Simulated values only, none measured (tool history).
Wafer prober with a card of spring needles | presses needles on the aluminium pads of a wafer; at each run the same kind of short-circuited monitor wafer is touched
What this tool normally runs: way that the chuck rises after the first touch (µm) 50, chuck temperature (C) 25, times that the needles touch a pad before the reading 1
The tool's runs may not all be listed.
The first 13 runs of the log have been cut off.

run   hour  way that the chuck rises after the first touch (µm)  chuck temperature (C)  times that the needles touch a pad before the reading  resistance of one needle with its contact and lead (mohm)  way that a needle slides on the pad (µm)
 14  104.6                                                   50                     25                                                      2                                                        225                                      7.11
     107.1  -- tips cleaned on abrasive film
     114.9  -- tips cleaned on abrasive film
 15  116.1                                                   43                     25                                                      2                                                        225                                       6.1
     122.4  -- tips cleaned on abrasive film
 16    125                                                   43                     25                                                      2                                                        228                                      6.01
     129.8  -- tips cleaned on abrasive film
 17  136.1                                                   50                     26                                                      1                                                        247                                      7.07
       137  -- tips cleaned on abrasive film
     144.4  -- tips cleaned on abrasive film
 18    147                                                   50                    116                                                      1                                                        246                                         7
     151.5  -- tips cleaned on abrasive film
 19  154.5                                                   40                    116                                                      2                                                        257                                      5.53
     158.7  -- tips cleaned on abrasive film
 20  161.1                                                   40                    116                                                      2                                                        252                                      5.51
     165.9  -- tips cleaned on abrasive film
 21  165.9                                                   40                    116                                                      1                                                        240                                       5.6
     173.5  -- tips cleaned on abrasive film
 22  175.9                                                   40                    116                                                      1                                                        264                                      5.52
       181  -- tips cleaned on abrasive film
 23  184.9                                                   59                     54                                                      1                                                        234                                      8.28
     188.8  -- tips cleaned on abrasive film
 24  194.8                                                   34                     33                                                      2                                                        268                                      4.69
     196.4  -- tips cleaned on abrasive film
 25  200.4                                                   50                     91                                                      1                                                        248                                         7
     204.3  -- tips cleaned on abrasive film
 26    206                                                   50                     91                                                      1                                                        236                                      6.92
     211.4  -- tips cleaned on abrasive film
 27  214.4                                                   61                    109                                                      1                                                        241                                      8.46
     218.9  -- tips cleaned on abrasive film
 28  225.1                                                   46                     41                                                      2                                                        244                                      6.39
     226.8  -- tips cleaned on abrasive film
 29    231                                                   46                     61                                                      3                                                        235                                      6.34
     234.1  -- tips cleaned on abrasive film
 30  238.7                                                   31                     32                                                      1                                                        301                                      4.08
     241.5  -- tips cleaned on abrasive film
 31  248.3                                                   64                    123                                                      3                                                        239                                      8.89
     248.9  -- tips cleaned on abrasive film
 32  255.9                                                   36                     26                                                      1                                                        301                                       4.9
     256.6  -- tips cleaned on abrasive film
     263.9  -- tips cleaned on abrasive film
 33  266.5                                                   36                     26                                                      1                                                        258                                      4.91

Predict each of these 4 candidate next runs independently; none follows another, all start after run 33:
     271.5  -- tips cleaned on abrasive film
  A  273.2                                                   50                     25                                                      2                                                          ?                                         ?
     271.5  -- tips cleaned on abrasive film
  B  273.2                                                   32                     82                                                      1                                                          ?                                         ?
     271.5  -- tips cleaned on abrasive film
  C  273.2                                                   69                     26                                                      2                                                          ?                                         ?
     271.5  -- tips cleaned on abrasive film
  D  273.2                                                   64                     76                                                      2                                                          ?                                         ?

run  resistance of one needle with its contact and lead (mohm)  way that a needle slides on the pad (µm)
  A                                                        218                                      6.84
  B                                                        271                                      4.25
  C                                                        211                                      9.63
  D                                                        224                                      8.88
Without the tool's unlogged condition, the same runs would have read:
run  resistance of one needle with its contact and lead (mohm)  way that a needle slides on the pad (µm)
  A                                                        208                                      7.23
  B                                                        233                                      4.64
  C                                                        205                                     10.02
  D                                                        218                                      9.27
